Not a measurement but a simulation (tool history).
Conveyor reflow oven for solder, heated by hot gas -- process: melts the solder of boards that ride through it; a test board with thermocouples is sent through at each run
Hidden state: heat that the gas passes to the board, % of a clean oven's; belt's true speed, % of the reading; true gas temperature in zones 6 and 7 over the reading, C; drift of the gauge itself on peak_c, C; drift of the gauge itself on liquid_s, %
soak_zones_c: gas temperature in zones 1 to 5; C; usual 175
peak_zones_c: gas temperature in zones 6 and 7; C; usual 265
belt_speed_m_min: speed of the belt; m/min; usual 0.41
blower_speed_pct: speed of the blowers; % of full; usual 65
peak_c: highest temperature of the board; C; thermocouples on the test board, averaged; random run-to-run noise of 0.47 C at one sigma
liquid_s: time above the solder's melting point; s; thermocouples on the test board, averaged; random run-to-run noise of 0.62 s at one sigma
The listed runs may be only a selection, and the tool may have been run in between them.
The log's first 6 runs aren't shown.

run	hour	soak_zones_c	peak_zones_c	belt_speed_m_min	blower_speed_pct	hours of work since the flux was cleaned out	hours of work since the belt drive was overhauled	hours of work since the thermocouples were changed	peak_c	liquid_s
7	58.4	175	265	0.432	65	307	290	125	244	53.6
8	68.6	175	265	0.453	65	315	298	133	242	49.1
9	77.7	175	265	0.41	65	322	305	140	246.2	59.2
10	87.2	175	265	0.41	65	329	312	147	245.7	58.6
11	95.8	175	265	0.41	65	336	319	154	245.5	58.6
12	105.1	175	265	0.41	65	343	326	161	244.8	58.9
13	111.8	175	265	0.41	65	348	331	166	244.4	58.6
# hour 117.9: flux residue cleaned out of gas plates and filters
14	124.1	175	265	0.41	65	5	337	172	244.4	58
15	131.2	175	265	0.41	78	10	342	177	248.2	62.2
16	140.7	175	265	0.41	78	17	349	184	248.6	61
17	148.1	175	270	0.41	77	23	355	190	252	65.2
18	155.4	172	259	0.41	65	29	361	195	239.3	48.6
# hour 166.4: flux residue cleaned out of gas plates and filters, once more
19	167.6	184	257	0.41	61	1	366	201	242.8	62.5
20	178.5	184	257	0.41	61	9	374	209	241.9	61
21	185.2	184	263	0.487	61	14	380	214	242.8	47.9
22	194.1	175	265	0.385	65	21	386	221	250.1	69.9
23	201.1	163	266	0.41	65	27	392	227	246.8	57.2
24	210.1	186	269	0.428	65	33	399	233	252.9	67.1
25	217.7	167	265	0.448	51	39	404	239	238.6	39.5
26	225.9	167	265	0.462	68	45	411	245	244	46.9
27	231.2	168	265	0.396	80	50	415	250	252.1	66
28	237	168	265	0.396	80	54	419	254	251.6	66.1
29	248.5	168	265	0.396	80	63	428	263	251	67.7
30	258.3	175	274	0.41	51	70	436	270	250.8	63.5

Alternative continuations, all from the tool just after run 30; predict every row:
A	265.7	169	265	0.335	85	76	441	276	?	?
B	265.7	175	274	0.415	51	76	441	276	?	?
C	265.7	165	274	0.41	51	76	441	276	?	?
D	265.7	175	274	0.474	89	76	441	276	?	?

run	peak_c	liquid_s
A	257.3	86.9
B	250.9	61.8
C	248.2	57.4
D	256.9	60
The same runs, with their run-to-run variation unchanged, on a tool lacking any hidden condition would have given:
run	peak_c	liquid_s
A	257.3	86.5
B	250.9	61.4
C	248.3	57.1
D	257.4	59.9

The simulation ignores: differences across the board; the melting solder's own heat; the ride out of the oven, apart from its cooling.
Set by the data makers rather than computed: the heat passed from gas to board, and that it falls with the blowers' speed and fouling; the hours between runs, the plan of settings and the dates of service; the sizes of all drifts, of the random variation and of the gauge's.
